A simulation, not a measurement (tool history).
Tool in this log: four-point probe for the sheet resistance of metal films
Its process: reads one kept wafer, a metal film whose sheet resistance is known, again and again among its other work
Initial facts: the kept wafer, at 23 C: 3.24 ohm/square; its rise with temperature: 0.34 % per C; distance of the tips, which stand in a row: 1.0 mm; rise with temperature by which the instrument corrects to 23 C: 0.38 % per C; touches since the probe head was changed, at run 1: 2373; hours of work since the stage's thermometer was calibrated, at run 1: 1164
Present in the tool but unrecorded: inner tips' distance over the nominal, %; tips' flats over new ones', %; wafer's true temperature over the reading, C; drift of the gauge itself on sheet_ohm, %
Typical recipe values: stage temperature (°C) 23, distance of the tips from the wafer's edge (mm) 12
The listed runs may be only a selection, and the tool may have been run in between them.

run	day	stage temperature (°C)	distance of the tips from the wafer's edge (mm)	touches since the probe head was changed	hours of work since the stage's thermometer was calibrated	sheet resistance as the instrument gives it (ohm/square)
1	0	23	12	2373	1164	3.255557
2	1.104	23	12	2743	1176	3.255462
3	1.829	23	12	2985	1184	3.254727
4	2.942	23	56	3357	1195	3.243318
5	4.2	23	56	3778	1209	3.24404
6	5.275	23	61	4138	1220	3.244399
7	5.942	21	12	4361	1227	3.259019
8	6.788	28	12	4644	1236	3.248863
9	7.6	28	12	4917	1245	3.248841
# day 7.733: stage's thermometer calibrated
10	8.6	28	12	5244	9	3.249362
11	9.812	23	12	5650	22	3.256998
12	10.562	29	6	5901	30	3.283488
13	11.904	32	14	6350	44	3.240973
# day 13.062: stage's thermometer calibrated, once more
14	13.217	32	14	6783	2	3.238117
15	14.088	32	8	7073	11	3.256895
16	14.838	18	4	7325	19	3.353159
17	16.004	31	12	7715	31	3.242591

What does the tool deliver on the next run?
18	16.658	32	3	7934	38	?

{"run 18": {"sheet resistance as the instrument gives it (ohm/square)": 3.410854}}
The same run, on a tool lacking any hidden state, would have yielded sheet resistance as the instrument gives it (ohm/square) 3.409192.
